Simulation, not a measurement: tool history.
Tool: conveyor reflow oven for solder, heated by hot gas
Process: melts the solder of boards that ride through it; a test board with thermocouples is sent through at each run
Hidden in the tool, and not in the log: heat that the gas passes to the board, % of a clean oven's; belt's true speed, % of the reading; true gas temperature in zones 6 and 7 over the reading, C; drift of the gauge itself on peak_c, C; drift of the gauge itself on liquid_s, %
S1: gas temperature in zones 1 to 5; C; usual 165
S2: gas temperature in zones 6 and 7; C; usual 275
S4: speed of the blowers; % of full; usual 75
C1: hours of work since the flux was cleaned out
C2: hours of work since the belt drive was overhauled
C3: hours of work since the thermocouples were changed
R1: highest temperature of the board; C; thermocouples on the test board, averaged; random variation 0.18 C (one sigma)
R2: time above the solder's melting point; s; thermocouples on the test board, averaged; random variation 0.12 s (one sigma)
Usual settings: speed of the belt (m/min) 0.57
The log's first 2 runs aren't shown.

{"run": 3, "hour": 84.3, "S1": 165, "S2": 275, "speed of the belt (m/min)": 0.57, "S4": 69, "C1": 54, "C2": 571, "C3": 876, "R1": 255.1, "R2": 53.9}
{"run": 4, "hour": 151.6, "S1": 165, "S2": 275, "speed of the belt (m/min)": 0.57, "S4": 51, "C1": 98, "C2": 614, "C3": 919, "R1": 248.3, "R2": 47.2}
{"run": 5, "hour": 212.0, "S1": 165, "S2": 275, "speed of the belt (m/min)": 0.57, "S4": 51, "C1": 136, "C2": 653, "C3": 958, "R1": 248.1, "R2": 47.2}
{"run": 6, "hour": 281.2, "S1": 165, "S2": 275, "speed of the belt (m/min)": 0.57, "S4": 75, "C1": 181, "C2": 698, "C3": 1003, "R1": 257, "R2": 55.3}
{"hour": 312.8, "done": "thermocouples of zones 6 and 7 changed"}
{"run": 7, "hour": 337.4, "S1": 165, "S2": 275, "speed of the belt (m/min)": 0.57, "S4": 75, "C1": 216, "C2": 733, "C3": 16, "R1": 257.1, "R2": 55.2}
{"run": 8, "hour": 392.7, "S1": 165, "S2": 275, "speed of the belt (m/min)": 0.57, "S4": 75, "C1": 251, "C2": 768, "C3": 51, "R1": 257, "R2": 55.5}
{"run": 9, "hour": 442.6, "S1": 165, "S2": 275, "speed of the belt (m/min)": 0.57, "S4": 75, "C1": 283, "C2": 800, "C3": 83, "R1": 256.7, "R2": 55.1}
{"run": 10, "hour": 473.6, "S1": 165, "S2": 275, "speed of the belt (m/min)": 0.57, "S4": 75, "C1": 303, "C2": 820, "C3": 103, "R1": 257, "R2": 55.1}
{"run": 11, "hour": 529.0, "S1": 165, "S2": 264, "speed of the belt (m/min)": 0.57, "S4": 75, "C1": 339, "C2": 856, "C3": 139, "R1": 247.2, "R2": 48.5}
{"run": 12, "hour": 588.8, "S1": 165, "S2": 264, "speed of the belt (m/min)": 0.57, "S4": 75, "C1": 377, "C2": 894, "C3": 178, "R1": 247.3, "R2": 48.5}
{"run": 13, "hour": 637.9, "S1": 165, "S2": 264, "speed of the belt (m/min)": 0.57, "S4": 75, "C1": 409, "C2": 926, "C3": 209, "R1": 247, "R2": 48.5}
{"hour": 662.0, "done": "flux residue cleaned out of gas plates and filters"}
{"run": 14, "hour": 677.1, "S1": 165, "S2": 264, "speed of the belt (m/min)": 0.57, "S4": 75, "C1": 10, "C2": 948, "C3": 231, "R1": 247.2, "R2": 48.6}
{"run": 15, "hour": 713.9, "S1": 165, "S2": 275, "speed of the belt (m/min)": 0.57, "S4": 50, "C1": 33, "C2": 972, "C3": 255, "R1": 248.3, "R2": 46.8}
{"run": 16, "hour": 755.4, "S1": 157, "S2": 275, "speed of the belt (m/min)": 0.57, "S4": 75, "C1": 60, "C2": 998, "C3": 281, "R1": 255.8, "R2": 52.1}
{"run": 17, "hour": 823.5, "S1": 165, "S2": 274, "speed of the belt (m/min)": 0.615, "S4": 52, "C1": 104, "C2": 1042, "C3": 325, "R1": 244.2, "R2": 40}
{"run": 18, "hour": 871.6, "S1": 165, "S2": 274, "speed of the belt (m/min)": 0.615, "S4": 52, "C1": 135, "C2": 1073, "C3": 356, "R1": 244.6, "R2": 39.8}
{"run": 19, "hour": 928.6, "S1": 158, "S2": 275, "speed of the belt (m/min)": 0.491, "S4": 75, "C1": 171, "C2": 1110, "C3": 393, "R1": 261, "R2": 65.8}
{"run": 20, "hour": 978.1, "S1": 158, "S2": 275, "speed of the belt (m/min)": 0.491, "S4": 75, "C1": 203, "C2": 1141, "C3": 425, "R1": 260.9, "R2": 65.8}
{"run": 21, "hour": 1017.6, "S1": 158, "S2": 275, "speed of the belt (m/min)": 0.491, "S4": 75, "C1": 229, "C2": 1167, "C3": 450, "R1": 260.9, "R2": 65.7}
{"run": 22, "hour": 1064.3, "S1": 178, "S2": 275, "speed of the belt (m/min)": 0.67, "S4": 75, "C1": 259, "C2": 1197, "C3": 480, "R1": 253.4, "R2": 47.9}
{"run": 23, "hour": 1122.3, "S1": 165, "S2": 275, "speed of the belt (m/min)": 0.57, "S4": 52, "C1": 296, "C2": 1234, "C3": 517, "R1": 249.1, "R2": 47.5}
{"run": 24, "hour": 1167.0, "S1": 150, "S2": 272, "speed of the belt (m/min)": 0.513, "S4": 55, "C1": 325, "C2": 1263, "C3": 546, "R1": 249.2, "R2": 49.9}
{"run": 25, "hour": 1216.2, "S1": 150, "S2": 272, "speed of the belt (m/min)": 0.513, "S4": 55, "C1": 356, "C2": 1295, "C3": 578, "R1": 249.2, "R2": 50.1}
{"run": 26, "hour": 1271.0, "S1": 150, "S2": 272, "speed of the belt (m/min)": 0.513, "S4": 55, "C1": 392, "C2": 1330, "C3": 613, "R1": 248.7, "R2": 49.9}

Forecast run 27:
{"run": 27, "hour": 1302.2, "S1": 162, "S2": 285, "speed of the belt (m/min)": 0.629, "S4": 55, "C1": 412, "C2": 1350, "C3": 633, "R1": "?", "R2": "?"}

R1: 252.9 C
R2: 45.1 s
Without the tool's hidden state the same run would have given R1 253 C, R2 45.2 s.
